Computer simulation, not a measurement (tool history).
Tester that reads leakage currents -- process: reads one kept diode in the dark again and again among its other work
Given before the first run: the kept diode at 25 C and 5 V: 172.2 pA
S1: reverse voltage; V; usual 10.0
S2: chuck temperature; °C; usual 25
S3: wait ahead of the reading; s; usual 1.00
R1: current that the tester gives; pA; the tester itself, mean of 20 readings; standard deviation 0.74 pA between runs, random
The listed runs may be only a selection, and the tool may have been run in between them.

| run | day | S1 | S2 | S3 | R1 |
|---|---|---|---|---|---|
| 1 | 0.000 | 10.0 | 25 | 1.00 | 242.34 |
| 2 | 2.283 | 10.0 | 25 | 2.68 | 241.99 |
| 3 | 4.017 | 10.0 | 25 | 1.00 | 242.54 |
| 4 | 5.342 | 10.0 | 25 | 0.31 | 242.88 |
| 5 | 6.475 | 5.7 | 25 | 0.31 | 179.82 |
| 6 | 8.592 | 5.7 | 25 | 0.31 | 179.57 |
| 7 | 11.258 | 9.0 | 25 | 1.00 | 227.85 |
| 8 | 12.996 | 9.0 | 25 | 1.00 | 216.24 |
| 9 | 15.650 | 9.0 | 25 | 1.00 | 214.09 |
| 10 | 17.721 | 9.0 | 25 | 1.00 | 214.86 |
| 11 | 18.838 | 9.0 | 25 | 1.00 | 213.71 |
| 12 | 20.538 | 9.0 | 25 | 5.47 | 214.31 |
| 13 | 22.258 | 9.0 | 25 | 5.47 | 212.78 |
| 14 | 23.729 | 6.4 | 25 | 1.00 | 178.57 |
| 15 | 26.142 | 10.0 | 37 | 1.00 | 616.47 |
| 16 | 28.271 | 10.0 | 37 | 1.13 | 617.86 |
| 17 | 31.008 | 10.0 | 37 | 1.13 | 690.68 |
| 18 | 32.329 | 10.0 | 37 | 1.13 | 691.52 |
| 19 | 33.475 | 10.0 | 37 | 1.13 | 686.33 |
| 20 | 34.583 | 10.0 | 37 | 1.03 | 690.56 |
| 21 | 36.683 | 10.0 | 37 | 1.03 | 690.46 |
| 22 | 38.404 | 18.8 | 25 | 7.65 | 347.54 |
| 23 | 39.733 | 18.8 | 25 | 7.65 | 345.50 |
| 24 | 42.004 | 18.8 | 25 | 7.65 | 344.83 |
| 25 | 43.483 | 10.0 | 22 | 2.05 | 191.85 |
| 26 | 46.125 | 10.0 | 22 | 2.05 | 190.77 |
| 27 | 47.646 | 10.0 | 22 | 2.05 | 191.22 |
| 28 | 49.021 | 3.2 | 26 | 0.39 | 150.53 |
| 29 | 50.267 | 3.2 | 26 | 0.39 | 150.69 |
| 30 | 52.004 | 10.0 | 32 | 1.00 | 447.51 |
| 31 | 53.962 | 10.0 | 32 | 1.00 | 446.66 |
| 32 | 55.854 | 19.8 | 52 | 2.62 | 3042.11 |
| 33 | 57.817 | 1.4 | 43 | 5.79 | 393.20 |
| 34 | 60.162 | 1.4 | 28 | 5.79 | 114.97 |
| 35 | 61.554 | 1.4 | 28 | 5.79 | 115.11 |
| 36 | 62.717 | 5.1 | 28 | 7.97 | 223.10 |
| 37 | 64.396 | 5.1 | 28 | 7.97 | 222.83 |
| 38 | 66.342 | 6.4 | 25 | 9.47 | 193.59 |
| 39 | 67.771 | 6.4 | 25 | 9.47 | 193.10 |

Put back what was entered between runs (2 entries, withheld): which listed runs does each sit between, and how does the hidden state differ from the listed run before to the listed run after?
Logged between run 7 and run 8: probe card cleaned and baked (day 12.679)
  stray current of the dirty probe card, pA a volt: 1.274 -> 0.024; current scale over the true one, %: 0.56 -> 0.57; true chuck temperature over the reading, C: -0.97 -> -0.99
  measured value less the no-hidden-state value, R1: -6.44 -> -18.14 pA
Logged between run 16 and run 17: chuck's temperature calibrated (day 30.112)
  stray current of the dirty probe card, pA a volt: 0.105 -> 0.119; current scale over the true one, %: 0.66 -> 0.68; true chuck temperature over the reading, C: -1.19 -> 0.16
  measured value less the no-hidden-state value, R1: -57.45 -> +14.32 pA

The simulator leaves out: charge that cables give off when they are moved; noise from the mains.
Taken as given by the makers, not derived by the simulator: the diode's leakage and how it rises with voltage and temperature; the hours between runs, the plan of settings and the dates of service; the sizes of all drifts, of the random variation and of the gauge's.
